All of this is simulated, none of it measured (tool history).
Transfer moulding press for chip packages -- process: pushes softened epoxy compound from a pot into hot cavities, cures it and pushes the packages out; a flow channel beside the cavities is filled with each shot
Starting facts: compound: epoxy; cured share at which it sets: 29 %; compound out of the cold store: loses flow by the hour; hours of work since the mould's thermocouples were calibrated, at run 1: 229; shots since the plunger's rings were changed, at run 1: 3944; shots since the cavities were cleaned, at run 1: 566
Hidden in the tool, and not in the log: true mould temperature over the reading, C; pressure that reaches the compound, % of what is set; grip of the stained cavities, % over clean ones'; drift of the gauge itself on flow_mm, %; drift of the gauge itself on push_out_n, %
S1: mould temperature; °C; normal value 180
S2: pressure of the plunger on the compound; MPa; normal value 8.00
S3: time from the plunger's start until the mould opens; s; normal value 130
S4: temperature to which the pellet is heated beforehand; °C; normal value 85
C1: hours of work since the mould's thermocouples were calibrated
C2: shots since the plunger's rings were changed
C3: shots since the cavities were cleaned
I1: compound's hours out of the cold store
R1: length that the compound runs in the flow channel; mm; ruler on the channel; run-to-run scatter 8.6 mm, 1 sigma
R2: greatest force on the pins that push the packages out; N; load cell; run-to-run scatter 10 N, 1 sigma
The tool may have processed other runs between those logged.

Run 1, hour 0.0: usual settings; C1 229; C2 3944; C3 566; I1 10.2. Result: R1 957 mm, R2 701 N.
Run 2, hour 12.4: usual settings but S4 84 °C; C1 235; C2 4034; C3 656; I1 8.2. Result: R1 978 mm, R2 753 N.
At hour 15.3: cavities cleaned with cleaning compound and waxed.
Run 3, hour 24.2: usual settings but S4 84 °C; C1 240; C2 4108; C3 64; I1 22.0. Result: R1 923 mm, R2 820 N.
Run 4, hour 31.0: usual settings but S2 8.78 MPa; C1 244; C2 4158; C3 114; I1 10.9. Result: R1 997 mm, R2 867 N.
Run 5, hour 38.4: usual settings but S2 8.78 MPa; C1 247; C2 4211; C3 167; I1 35.8. Result: R1 913 mm, R2 821 N.
Run 6, hour 47.4: usual settings but S2 8.78 MPa; C1 252; C2 4276; C3 232; I1 24.0. Result: R1 961 mm, R2 825 N.
At hour 56.2: cavities cleaned with cleaning compound and waxed, once more.
Run 7, hour 57.7: usual settings but S1 179 °C, S2 8.78 MPa; C1 256; C2 4340; C3 11; I1 37.8. Result: R1 908 mm, R2 512 N.
Run 8, hour 64.5: usual settings but S1 178 °C; C1 260; C2 4390; C3 61; I1 21.8. Result: R1 908 mm, R2 594 N.
Run 9, hour 76.7: usual settings but S1 178 °C, S3 124 s; C1 266; C2 4477; C3 148; I1 35.5. Result: R1 883 mm, R2 674 N.
Run 10, hour 87.0: usual settings but S1 176 °C, S2 7.30 MPa, S3 169 s, S4 94 °C; C1 271; C2 4552; C3 223; I1 10.7. Result: R1 891 mm, R2 510 N.

What does the tool deliver on the next run?
Run 11, hour 101.2: usual settings but S2 7.54 MPa, S3 169 s, S4 94 °C; C1 279; C2 4655; C3 326; I1 14.6. Result: R1 ?, R2 ?.

R1: 880 mm
R2: 474 N
Without the tool's hidden state the same run would have given R1 963 mm, R2 368 N.
